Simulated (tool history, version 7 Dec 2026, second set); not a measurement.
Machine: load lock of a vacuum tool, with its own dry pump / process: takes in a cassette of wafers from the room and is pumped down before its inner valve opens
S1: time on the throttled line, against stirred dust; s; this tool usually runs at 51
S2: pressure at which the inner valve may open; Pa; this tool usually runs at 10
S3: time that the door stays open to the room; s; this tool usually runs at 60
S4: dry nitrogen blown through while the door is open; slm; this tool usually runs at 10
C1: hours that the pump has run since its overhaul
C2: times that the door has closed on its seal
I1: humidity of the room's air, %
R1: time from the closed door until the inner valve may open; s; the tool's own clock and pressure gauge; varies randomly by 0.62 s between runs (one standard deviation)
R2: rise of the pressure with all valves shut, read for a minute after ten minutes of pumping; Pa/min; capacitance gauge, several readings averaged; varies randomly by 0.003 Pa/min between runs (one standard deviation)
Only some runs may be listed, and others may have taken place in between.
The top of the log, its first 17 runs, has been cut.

run    hour   S1  S2   S3  S4    C1     C2    I1     R1     R2
 18  2781.4   49  10   60  10  6959   9600    48   92.2  0.083
 19  2934.3  100  16   40  45  7111   9979  50.2  126.6  0.062
 20  3086.5   51  10   33  10  7264  10355  45.1   93.8  0.076
 21    3224   51   8   60  10  7401  10695    45   94.9  0.082
 22  3427.5   51  15   60   9  7605  11199  45.7   91.2  0.092
 23  3614.1   51  15   60   9  7791  11660  47.6   91.5  0.097
 24  3756.9   51  15   60   9  7934  12013  49.1   92.6  0.102
 25  3882.3   51  15   60   9  8059  12324  46.1   91.7    0.1
 26  4092.8   51  10  192  33  8270  12845  45.5   94.6  0.102
 27  4263.2   51  10  192  33  8440  13266  46.2   94.3  0.104
 28  4390.2   51  10  192  33  8567  13580  44.1   94.9  0.105
 29  4575.6   75  15  163   7  8753  14039  42.1  108.7  0.128
 30  4718.1   75  12  163   8  8895  14391  45.1  110.6  0.129
 31  4936.2   75  12  163   8  9113  14931  49.3    110  0.144
 32  5127.1   38  20  139  10  9304  15403  47.7   80.8  0.136
 33  5278.3   38  20   65  16  9455  15777  45.2   80.5  0.118
 34  5434.6  102  16  110  32  9612  16164  46.2  127.9  0.121
 35  5560.1   51  16   98  11  9737  16474  47.4   92.2  0.138
 36  5704.7   51  16   98  11  9882  16832  45.4   92.5  0.139

Branching from run 36: 5 alternative next runs. What would each branch give?
  A  5877.3  51  10   60   5  10054  17259    45   ?   ?
  B  5877.3  51  16  111  11  10054  17259  45.6   ?   ?
  C  5877.3  71   9   98   7  10054  17259  41.8   ?   ?
  D  5877.3  51  10   28  11  10054  17259  41.4   ?   ?
  E  5877.3  93  16   27  11  10054  17259  45.7   ?   ?

run     R1     R2
  A   94.5  0.146
  B   91.6  0.145
  C  110.7  0.145
  D   95.2   0.12
  E  121.9   0.12
What these runs would have given with no unlogged condition in the tool:
run     R1     R2
  A   90.9  0.049
  B   88.4  0.048
  C  107.6  0.048
  D   91.6  0.025
  E  119.6  0.025

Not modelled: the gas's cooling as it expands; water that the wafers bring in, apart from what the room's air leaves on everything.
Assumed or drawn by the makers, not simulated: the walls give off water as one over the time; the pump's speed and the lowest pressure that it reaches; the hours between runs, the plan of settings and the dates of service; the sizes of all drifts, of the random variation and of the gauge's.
